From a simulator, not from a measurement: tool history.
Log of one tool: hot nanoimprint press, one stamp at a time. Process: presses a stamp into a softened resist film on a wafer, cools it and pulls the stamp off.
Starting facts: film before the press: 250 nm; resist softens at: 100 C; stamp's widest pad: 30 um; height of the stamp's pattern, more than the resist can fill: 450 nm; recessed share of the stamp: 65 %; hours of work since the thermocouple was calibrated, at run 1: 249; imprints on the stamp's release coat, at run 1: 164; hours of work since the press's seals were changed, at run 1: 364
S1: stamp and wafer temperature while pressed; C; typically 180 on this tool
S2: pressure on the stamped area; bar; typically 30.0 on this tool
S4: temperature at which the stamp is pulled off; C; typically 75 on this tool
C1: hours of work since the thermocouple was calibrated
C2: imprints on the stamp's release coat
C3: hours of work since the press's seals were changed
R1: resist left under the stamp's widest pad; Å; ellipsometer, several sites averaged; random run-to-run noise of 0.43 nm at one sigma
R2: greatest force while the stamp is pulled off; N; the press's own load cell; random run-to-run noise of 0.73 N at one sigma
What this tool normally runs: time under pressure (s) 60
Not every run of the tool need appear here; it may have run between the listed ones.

Run 1, hour 0.0: usual settings; C1 249; C2 164; C3 364. Result: R1 1421 Å, R2 125.7 N.
Run 2, hour 8.4: usual settings; C1 254; C2 190; C3 369. Result: R1 1423 Å, R2 125.0 N.
Run 3, hour 21.5: usual settings but S1 188 C; C1 262; C2 229; C3 377. Result: R1 1158 Å, R2 124.6 N.
Run 4, hour 41.0: usual settings but S1 188 C, time under pressure (s) 116; C1 274; C2 288; C3 388. Result: R1 928 Å, R2 125.2 N.
Run 5, hour 57.9: usual settings but time under pressure (s) 67; C1 284; C2 339; C3 399. Result: R1 1362 Å, R2 126.1 N.
Run 6, hour 72.8: usual settings but time under pressure (s) 105; C1 293; C2 384; C3 408. Result: R1 1203 Å, R2 125.4 N.
Run 7, hour 89.8: usual settings but time under pressure (s) 105; C1 303; C2 435; C3 418. Result: R1 1195 Å, R2 125.2 N.
Run 8, hour 108.0: usual settings but S2 20.4 bar; C1 314; C2 490; C3 429. Result: R1 1686 Å, R2 125.8 N.
Run 9, hour 118.1: usual settings; C1 320; C2 520; C3 435. Result: R1 1415 Å, R2 126.8 N.
Run 10, hour 133.3: usual settings but S2 21.5 bar; C1 330; C2 566; C3 444. Result: R1 1659 Å, R2 126.7 N.
Run 11, hour 149.8: usual settings but S4 66 C; C1 340; C2 616; C3 454. Result: R1 1420 Å, R2 146.5 N.
Run 12, hour 160.8: usual settings but S4 66 C; C1 346; C2 649; C3 461. Result: R1 1414 Å, R2 147.1 N.
Run 13, hour 174.0: usual settings but S4 66 C; C1 354; C2 689; C3 469. Result: R1 1410 Å, R2 146.2 N.
At hour 185.4: plate thermocouple calibrated.
At hour 194.4: stamp cleaned and given a new release coat.
Run 14, hour 197.6: usual settings but S1 183 C; C1 4; C2 10; C3 478. Result: R1 1309 Å, R2 127.3 N.
Run 15, hour 216.4: usual settings but S4 71 C; C1 15; C2 66; C3 489. Result: R1 1415 Å, R2 137.4 N.
Run 16, hour 230.8: usual settings but S1 184 C, S4 71 C; C1 24; C2 110; C3 498. Result: R1 1280 Å, R2 136.9 N.
Run 17, hour 245.4: usual settings; C1 33; C2 154; C3 506. Result: R1 1420 Å, R2 128.6 N.
Run 18, hour 263.2: usual settings; C1 43; C2 207; C3 517. Result: R1 1410 Å, R2 127.1 N.
At hour 273.0: gauge calibrated.
Run 19, hour 274.9: usual settings but S1 182 C, S2 24.1 bar, S4 69 C; C1 50; C2 242; C3 524. Result: R1 1491 Å, R2 139.0 N.
Run 20, hour 292.5: usual settings but S1 174 C, S2 27.1 bar, time under pressure (s) 69, S4 63 C; C1 61; C2 296; C3 535. Result: R1 1653 Å, R2 150.2 N.
Run 21, hour 309.8: usual settings but S1 174 C, S2 27.1 bar, time under pressure (s) 69, S4 63 C; C1 72; C2 348; C3 545. Result: R1 1656 Å, R2 150.4 N.
Run 22, hour 328.9: usual settings but S1 191 C, S2 30.7 bar, S4 68 C; C1 83; C2 405; C3 557. Result: R1 1057 Å, R2 139.6 N.
Run 23, hour 338.7: usual settings but S1 190 C, S2 30.7 bar, time under pressure (s) 42, S4 68 C; C1 89; C2 435; C3 563. Result: R1 1212 Å, R2 140.1 N.
Run 24, hour 352.5: usual settings but S1 184 C, S2 36.6 bar; C1 97; C2 476; C3 571. Result: R1 1140 Å, R2 123.9 N.

For run 25, what comes out?
Run 25, hour 360.8: usual settings but S1 184 C, S2 36.6 bar; C1 102; C2 501; C3 576. Result: R1 ?, R2 ?.

Run 25 produced R1 1153 Å, R2 126.4 N.
With no hidden state in the tool, this same run would have given R1 1152 Å, R2 125.0 N.
